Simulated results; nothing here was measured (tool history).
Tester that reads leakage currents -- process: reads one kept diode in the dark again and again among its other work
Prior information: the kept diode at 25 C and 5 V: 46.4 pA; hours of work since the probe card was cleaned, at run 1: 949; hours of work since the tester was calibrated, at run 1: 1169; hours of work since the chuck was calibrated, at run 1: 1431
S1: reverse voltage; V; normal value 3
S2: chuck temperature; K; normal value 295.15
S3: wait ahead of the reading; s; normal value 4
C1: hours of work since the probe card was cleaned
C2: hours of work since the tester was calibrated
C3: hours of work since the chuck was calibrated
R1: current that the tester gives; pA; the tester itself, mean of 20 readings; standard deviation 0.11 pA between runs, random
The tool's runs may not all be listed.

| run | hour | S1 | S2 | S3 | C1 | C2 | C3 | R1 |
|---|---|---|---|---|---|---|---|---|
| 1 | 0 | 3 | 295.15 | 4 | 949 | 1169 | 1431 | 34.65 |
| 2 | 170 | 3 | 295.15 | 4 | 1080 | 1300 | 1561 | 35.14 |
| 3 | 325.9 | 3 | 318.15 | 4 | 1199 | 1420 | 1681 | 167.89 |
|  | 433.1 | probe card cleaned and baked |
| 4 | 507 | 3 | 310.15 | 4 | 57 | 1556 | 1818 | 94.92 |
| 5 | 699.4 | 3 | 310.15 | 4 | 204 | 1704 | 1965 | 96.38 |
| 6 | 848.2 | 3 | 310.15 | 4 | 319 | 1818 | 2080 | 97 |
| 7 | 972.4 | 3 | 310.15 | 4 | 414 | 1914 | 2175 | 97.11 |
| 8 | 1130.3 | 3 | 310.15 | 4 | 535 | 2035 | 2296 | 97.58 |
| 9 | 1249.9 | 3 | 295.15 | 4 | 627 | 2126 | 2388 | 34.4 |
|  | 1283.8 | chuck's temperature calibrated |
| 10 | 1353.7 | 3 | 317.15 | 4 | 705 | 2205 | 54 | 152.7 |
| 11 | 1557.3 | 3 | 317.15 | 4 | 861 | 2361 | 210 | 153.79 |
| 12 | 1667.8 | 3 | 317.15 | 4 | 946 | 2446 | 295 | 154.21 |
| 13 | 1773.9 | 3 | 295.15 | 4 | 1028 | 2527 | 376 | 34.59 |
| 14 | 1903.7 | 3 | 295.15 | 4 | 1127 | 2627 | 476 | 35.16 |
|  | 2108.1 | probe card cleaned and baked |
| 15 | 2108.1 | 3 | 314.15 | 4 | 0 | 2781 | 630 | 123.38 |
| 16 | 2198.3 | 3 | 293.15 | 4 | 69 | 2851 | 700 | 27.13 |
| 17 | 2399.7 | 3 | 293.15 | 4 | 224 | 3005 | 854 | 27.6 |
| 18 | 2507.4 | 3 | 293.15 | 4 | 307 | 3088 | 937 | 27.92 |
| 19 | 2663.1 | 3 | 295.15 | 4 | 426 | 3208 | 1057 | 32.83 |
| 20 | 2792.1 | 6.79 | 296.15 | 1.31 | 525 | 3307 | 1156 | 50.75 |
| 21 | 2965.6 | 6.79 | 296.15 | 1.31 | 658 | 3440 | 1289 | 51.84 |
| 22 | 3162.4 | 6.79 | 296.15 | 1.31 | 809 | 3591 | 1440 | 52.76 |
| 23 | 3347.2 | 2.72 | 320.15 | 1.31 | 951 | 3733 | 1582 | 183.14 |
| 24 | 3502.7 | 4.86 | 299.15 | 3.09 | 1071 | 3852 | 1701 | 56.83 |
|  | 3547.6 | tester calibrated |
| 25 | 3686.7 | 4.07 | 314.15 | 4 | 1210 | 107 | 1841 | 148.5 |
|  | 3774.2 | probe card cleaned and baked |
| 26 | 3828.1 | 8.38 | 314.15 | 6.9 | 41 | 213 | 1947 | 184.8 |
| 27 | 3936.8 | 4.18 | 301.15 | 1.98 | 125 | 296 | 2030 | 58.56 |
| 28 | 4130.8 | 5.45 | 295.15 | 1.17 | 274 | 445 | 2179 | 43.26 |
| 29 | 4226.9 | 5.45 | 295.15 | 1.17 | 348 | 519 | 2253 | 43.83 |
| 30 | 4321.1 | 18.91 | 325.15 | 4 | 420 | 591 | 2325 | 519.42 |
|  | 4439.3 | chuck's temperature calibrated |
| 31 | 4449.7 | 18.91 | 325.15 | 4 | 517 | 689 | 8 | 495.51 |
| 32 | 4607.6 | 18.91 | 305.15 | 8.89 | 638 | 810 | 129 | 138.24 |
| 33 | 4701.2 | 2.03 | 299.15 | 1.16 | 710 | 882 | 201 | 38.37 |
| 34 | 4890.1 | 2.03 | 299.15 | 1.16 | 855 | 1027 | 346 | 38.78 |
| 35 | 5095.2 | 4.91 | 313.15 | 1.16 | 1013 | 1184 | 503 | 143.92 |
| 36 | 5276.6 | 1.02 | 297.15 | 0.62 | 1152 | 1323 | 643 | 26.22 |
|  | 5453.5 | probe card cleaned and baked |
| 37 | 5473.7 | 1.02 | 297.15 | 0.62 | 16 | 1472 | 792 | 25.09 |
| 38 | 5566.9 | 1.05 | 297.15 | 6.77 | 87 | 1544 | 863 | 25 |

Branching from run 38: 5 alternative next runs. What would each branch give?
| A | 5739.3 | 2.78 | 310.15 | 6.77 | 219 | 1676 | 996 | ? |
| B | 5739.3 | 1.74 | 328.15 | 2.96 | 219 | 1676 | 996 | ? |
| C | 5739.3 | 1.05 | 297.15 | 3.71 | 219 | 1676 | 996 | ? |
| D | 5739.3 | 13.63 | 297.15 | 1.45 | 219 | 1676 | 996 | ? |
| E | 5739.3 | 4.48 | 295.15 | 4 | 219 | 1676 | 996 | ? |

| run | R1 |
|---|---|
| A | 91.72 |
| B | 253.93 |
| C | 25.23 |
| D | 68.42 |
| E | 37.21 |
Stripped of hidden state, with their random variation kept, the same runs would have yielded:
| run | R1 |
|---|---|
| A | 90.69 |
| B | 252.93 |
| C | 24.85 |
| D | 64.71 |
| E | 35.9 |

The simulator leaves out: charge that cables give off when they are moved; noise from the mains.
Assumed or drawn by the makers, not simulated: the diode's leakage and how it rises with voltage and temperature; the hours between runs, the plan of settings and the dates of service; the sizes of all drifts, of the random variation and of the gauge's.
